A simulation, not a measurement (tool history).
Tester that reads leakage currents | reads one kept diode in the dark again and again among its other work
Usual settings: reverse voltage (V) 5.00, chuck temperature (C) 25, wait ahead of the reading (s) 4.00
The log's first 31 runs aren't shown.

| run | day | reverse voltage (V) | chuck temperature (C) | wait ahead of the reading (s) | hours of work since the probe card was cleaned | hours of work since the tester was calibrated | hours of work since the chuck was calibrated | current that the tester gives (pA) |
|---|---|---|---|---|---|---|---|---|
| 32 | 204.092 | 3.47 | 49 | 5.18 | 1453 | 269 | 1837 | 478.39 |
| 33 | 211.275 | 5.97 | 44 | 5.24 | 1582 | 398 | 1966 | 420.64 |
| 34 | 220.546 | 1.71 | 55 | 1.82 | 1749 | 565 | 2133 | 535.30 |
| 35 | 227.358 | 2.04 | 42 | 0.70 | 1872 | 688 | 2256 | 223.83 |
|  | 231.388 | probe card cleaned and baked |
|  | 231.471 | chuck's temperature calibrated |
| 36 | 234.775 | 2.04 | 42 | 0.70 | 59 | 818 | 59 | 223.57 |
| 37 | 243.992 | 2.04 | 42 | 0.70 | 225 | 983 | 225 | 223.06 |
| 38 | 253.854 | 2.04 | 42 | 0.70 | 403 | 1161 | 403 | 222.75 |
| 39 | 258.333 | 5.00 | 58 | 4.00 | 484 | 1242 | 484 | 1077.46 |
| 40 | 262.962 | 6.98 | 31 | 7.49 | 567 | 1325 | 567 | 161.37 |

3 ways to go on from here, each from the tool as it stands after run 40. What would each give?
| A | 269.479 | 6.98 | 31 | 0.79 | 684 | 1442 | 684 | ? |
| B | 269.479 | 2.63 | 21 | 8.55 | 684 | 1442 | 684 | ? |
| C | 269.479 | 5.00 | 58 | 4.00 | 684 | 1442 | 684 | ? |

| run | current that the tester gives (pA) |
|---|---|
| A | 161.12 |
| B | 44.34 |
| C | 1073.69 |
Without the tool's hidden state the same runs would have given:
| run | current that the tester gives (pA) |
|---|---|
| A | 161.15 |
| B | 44.35 |
| C | 1073.97 |
